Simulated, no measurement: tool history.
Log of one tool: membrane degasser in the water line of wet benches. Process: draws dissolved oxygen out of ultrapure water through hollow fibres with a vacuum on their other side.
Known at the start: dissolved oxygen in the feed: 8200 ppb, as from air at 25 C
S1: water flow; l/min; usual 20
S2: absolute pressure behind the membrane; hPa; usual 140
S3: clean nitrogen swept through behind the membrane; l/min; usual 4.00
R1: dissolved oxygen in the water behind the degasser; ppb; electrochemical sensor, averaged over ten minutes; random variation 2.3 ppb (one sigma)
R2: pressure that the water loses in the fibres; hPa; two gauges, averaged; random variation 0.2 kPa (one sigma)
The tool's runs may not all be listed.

| run | hour | S1 | S2 | S3 | R1 | R2 |
|---|---|---|---|---|---|---|
| 1 | 0.0 | 20 | 140 | 4.00 | 230.7 | 453.7 |
| 2 | 60.0 | 20 | 140 | 3.78 | 236.9 | 454.1 |
| 3 | 145.1 | 12 | 140 | 4.00 | 90.1 | 273.3 |
| 4 | 202.2 | 12 | 140 | 4.00 | 90.1 | 269.2 |
| 5 | 334.4 | 20 | 140 | 4.00 | 233.3 | 455.3 |
| 6 | 416.5 | 20 | 140 | 4.00 | 231.4 | 452.2 |
| 7 | 522.2 | 28 | 140 | 4.00 | 467.8 | 633.5 |
| 8 | 592.7 | 28 | 140 | 4.00 | 466.1 | 632.2 |
| 9 | 652.0 | 28 | 140 | 4.00 | 473.1 | 631.2 |
| 10 | 716.6 | 28 | 140 | 4.00 | 459.6 | 634.6 |
| 11 | 823.9 | 28 | 140 | 4.00 | 460.7 | 630.8 |
| 12 | 937.7 | 12 | 140 | 4.00 | 89.0 | 269.9 |
| 13 | 1039.6 | 20 | 140 | 2.73 | 284.5 | 446.1 |
| 14 | 1167.2 | 20 | 140 | 3.14 | 263.8 | 448.2 |
| 15 | 1303.0 | 20 | 140 | 4.00 | 231.1 | 449.1 |
| 16 | 1358.1 | 20 | 140 | 4.00 | 231.5 | 448.5 |
| 17 | 1461.9 | 20 | 140 | 4.00 | 229.8 | 449.7 |
| 18 | 1561.4 | 15 | 167 | 6.87 | 103.6 | 334.6 |
| 19 | 1670.8 | 15 | 167 | 6.87 | 103.7 | 333.3 |
| 20 | 1786.9 | 22 | 106 | 7.69 | 198.4 | 492.3 |
| 21 | 1872.8 | 20 | 140 | 1.88 | 363.7 | 445.8 |
| 22 | 1943.8 | 13 | 97 | 7.95 | 42.8 | 293.0 |
| 23 | 2025.3 | 20 | 202 | 4.00 | 306.2 | 445.3 |
| 24 | 2104.4 | 13 | 140 | 3.54 | 112.1 | 291.4 |
| 25 | 2167.9 | 24 | 113 | 4.00 | 299.2 | 534.1 |
| 26 | 2289.8 | 28 | 146 | 2.30 | 591.3 | 622.9 |
| 27 | 2383.0 | 28 | 146 | 2.30 | 603.2 | 625.7 |
| 28 | 2483.9 | 20 | 255 | 4.00 | 361.3 | 450.2 |
| 29 | 2602.1 | 28 | 153 | 8.80 | 384.7 | 622.8 |
| 30 | 2659.1 | 28 | 153 | 8.80 | 379.8 | 623.6 |
| 31 | 2786.5 | 13 | 250 | 8.09 | 102.5 | 290.7 |

Forecast each of these 5 alternatives for the next run:
| A | 2868.7 | 20 | 88 | 4.00 | ? | ? |
| B | 2868.7 | 15 | 143 | 5.00 | ? | ? |
| C | 2868.7 | 30 | 251 | 2.68 | ? | ? |
| D | 2868.7 | 12 | 109 | 4.00 | ? | ? |
| E | 2868.7 | 14 | 138 | 4.00 | ? | ? |

| run | R1 | R2 |
|---|---|---|
| A | 170.2 | 439.9 |
| B | 113.3 | 333.7 |
| C | 867.6 | 665.1 |
| D | 67.1 | 269.8 |
| E | 113.6 | 311.4 |
Without the tool's hidden state the same runs would have given:
| run | R1 | R2 |
|---|---|---|
| A | 170.0 | 449.2 |
| B | 113.3 | 340.6 |
| C | 867.3 | 679.0 |
| D | 67.0 | 275.4 |
| E | 113.5 | 317.8 |
